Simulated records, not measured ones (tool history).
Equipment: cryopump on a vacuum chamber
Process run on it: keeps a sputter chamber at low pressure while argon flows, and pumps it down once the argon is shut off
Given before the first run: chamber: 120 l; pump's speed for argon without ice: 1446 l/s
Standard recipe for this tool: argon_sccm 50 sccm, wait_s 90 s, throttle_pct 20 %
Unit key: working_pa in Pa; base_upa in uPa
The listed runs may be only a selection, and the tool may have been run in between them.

run,hour,argon_sccm,wait_s,throttle_pct,working_pa,base_upa
1,0,50,90,20,0.3026,2.33
2,15.2,38,90,20,0.2304,2.32
3,42.9,38,90,20,0.2305,2.35
4,57.9,38,90,20,0.2309,2.36
5,84.5,38,90,20,0.2305,2.32
6,99.4,38,90,20,0.231,2.35
7,129.3,36,90,20,0.2185,2.39
8,152.4,36,90,20,0.2187,2.42
9,173.8,36,90,20,0.2185,2.44
10,202.7,50,90,32,0.1943,2.49
# hour 225.1: pump warmed up, emptied and cooled again
11,227.6,50,90,32,0.183,2.15
12,253.2,50,90,32,0.1822,2.12
13,285.6,50,90,20,0.2928,2.18
# hour 310: leaking fittings of the chamber tightened, without venting
14,320.7,50,63,20,0.2931,0.74
15,341.6,50,63,20,0.2936,0.74
16,371.5,21,90,15,0.1639,0.64
17,389.4,48,90,30,0.1887,0.68
18,404.1,42,205,20,0.2474,0.45
19,435.3,42,205,20,0.247,0.44
20,452.5,42,205,20,0.2479,0.44
21,478.3,32,40,20,0.1884,1.15
22,510.6,27,26,53,0.0604,1.62
23,541.7,27,26,53,0.0607,1.64
24,573.1,50,26,34,0.1748,1.65
25,590.1,50,26,34,0.1761,1.67
26,613.7,50,26,34,0.1753,1.7
27,628.2,31,26,31,0.1189,1.69

Run 28, settings as shown, results not yet in. Your forecast:
28,653.7,63,90,20,?,?

{"run 28": {"working_pa": 0.373, "base_upa": 0.75}}
With no hidden state in the tool, this same run would have given working_pa 0.3687 Pa, base_upa 0.54 uPa.
